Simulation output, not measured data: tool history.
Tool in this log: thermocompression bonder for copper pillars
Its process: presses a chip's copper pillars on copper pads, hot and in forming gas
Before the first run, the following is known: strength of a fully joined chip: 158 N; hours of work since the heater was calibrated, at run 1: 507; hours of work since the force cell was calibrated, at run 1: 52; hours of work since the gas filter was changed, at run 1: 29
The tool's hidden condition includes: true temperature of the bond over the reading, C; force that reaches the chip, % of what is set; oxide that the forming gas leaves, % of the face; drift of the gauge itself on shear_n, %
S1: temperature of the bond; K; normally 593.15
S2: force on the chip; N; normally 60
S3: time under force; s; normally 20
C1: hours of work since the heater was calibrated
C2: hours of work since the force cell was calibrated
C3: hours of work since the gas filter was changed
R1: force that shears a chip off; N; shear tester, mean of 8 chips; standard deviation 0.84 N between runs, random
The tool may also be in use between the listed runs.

Run 1, hour 0.0: usual settings; C1 507; C2 52; C3 29. Result: R1 62.4 N.
Run 2, hour 7.6: usual settings but S1 602.15 K; C1 511; C2 56; C3 34. Result: R1 68.8 N.
Run 3, hour 15.1: usual settings but S1 602.15 K; C1 516; C2 61; C3 38. Result: R1 68.1 N.
Run 4, hour 20.0: usual settings but S1 602.15 K; C1 519; C2 64; C3 41. Result: R1 66.6 N.
Run 5, hour 24.1: usual settings but S1 602.15 K; C1 522; C2 67; C3 44. Result: R1 67.3 N.
Run 6, hour 30.6: usual settings; C1 526; C2 71; C3 48. Result: R1 62.0 N.
Run 7, hour 35.5: usual settings; C1 529; C2 74; C3 51. Result: R1 61.8 N.
Run 8, hour 41.2: usual settings but S1 578.15 K, S2 82 N; C1 533; C2 78; C3 55. Result: R1 75.0 N.
Run 9, hour 47.3: usual settings but S1 613.15 K, S2 58 N, S3 21 s; C1 536; C2 81; C3 59. Result: R1 71.3 N.
Run 10, hour 53.5: usual settings but S1 613.15 K, S2 58 N, S3 21 s; C1 540; C2 85; C3 63. Result: R1 72.2 N.
Run 11, hour 58.5: usual settings but S3 15 s; C1 543; C2 89; C3 66. Result: R1 55.3 N.

Branching from run 11: 3 alternative next runs. What would each branch give?
Run A, hour 62.6: usual settings but S2 37 N, S3 12 s; C1 546; C2 91; C3 68. Result: R1 ?.
Run B, hour 62.6: usual settings but S1 575.15 K, S2 57 N, S3 18 s; C1 546; C2 91; C3 68. Result: R1 ?.
Run C, hour 62.6: usual settings but S1 592.15 K, S2 58 N, S3 42 s; C1 546; C2 91; C3 68. Result: R1 ?.

run    R1
  A  28.0
  B  46.1
  C  76.4
What these runs would have given with no unlogged condition in the tool:
run    R1
  A  31.1
  B  51.3
  C  83.6
